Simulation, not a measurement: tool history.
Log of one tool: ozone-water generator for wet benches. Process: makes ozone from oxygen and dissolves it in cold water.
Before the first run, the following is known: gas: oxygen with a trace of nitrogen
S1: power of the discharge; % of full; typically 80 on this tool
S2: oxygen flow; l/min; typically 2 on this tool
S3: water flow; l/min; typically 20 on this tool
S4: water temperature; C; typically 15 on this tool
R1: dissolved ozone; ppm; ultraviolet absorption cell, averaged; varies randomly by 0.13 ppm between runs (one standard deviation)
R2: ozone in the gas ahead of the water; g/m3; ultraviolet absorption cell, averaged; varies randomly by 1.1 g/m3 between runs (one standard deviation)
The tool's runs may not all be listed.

run   hour  S1    S2  S3  S4    R1     R2
  1      0  80     2  20  15  13.1  204.7
  2   22.3  80     2  20  15  12.8    205
  3   54.8  80  1.38  20  15  11.6  246.2
  4   84.8  80  1.38  20  15  11.5  247.5
  5  107.5  80     2  20  15  12.7  200.4
  6  134.6  80     2  20  15    13  203.7
  7  167.4  80     2  20   8  13.5  202.9
  8  194.4  80     2  20   7  13.7  202.1
  9  209.6  49     2  20   7   9.2    137
 10  238.3  49     2  20   7   9.1  138.1
 11  261.4  49     2  20   7   9.1  136.6
 12  292.3  78     2  20   7  13.4  199.2
 13  318.1  80  2.79  20  15  13.8    171
 14  332.1  80     2  20  15  12.8  200.8
 15  363.6  80     2  20  15  12.9    200
 16  396.5  80     2  27  15   9.3  203.6
 17  423.4  80     2  27  15   9.3    202
 18  451.9  80     2  27  15   9.4    203
 19  481.2  48     1  17  20     8  194.2
 20  506.2  77  1.85  31   7   8.3  205.5
 21  520.5  77  1.85  31   8   8.3  201.2
 22  549.3  52     2  20  15   9.7  144.2
 23  563.3  52     2  20  15   9.5    144
 24    581  41  2.83  32   9   5.4   99.1
 25  612.7  41  2.83  32   9   5.5   99.4
 26  643.1  80  1.53  24  15  10.3  231.8
 27  667.1  71  2.03  20  12  12.7    183
 28  684.6  53  2.03  20  11   9.9  144.5
 29  716.2  74     2  25  23   9.5  188.8
 30    743  74     2  25  23   9.5  189.1
 31  772.1  61   1.1  23  10   7.9  220.1
 32  797.8  74  1.48  23  10  10.1  219.3
 33  828.3  91     2  20   9  15.2  219.7

The log once held 1 entry between its listed runs, left out of this copy. Where does each go, and what is different about the tool's unlogged condition between the listed run before it and the listed run after it?
After run 19, before run 20: contactor cleaned (hour 495.4)
  contactor's efficiency, % of a clean one's: 85.9 -> 98.3
  the result without the hidden state subtracted from the measured one, R1: -0.6 -> -0.3 ppm; R2: -3.5 -> -5.8 g/m3
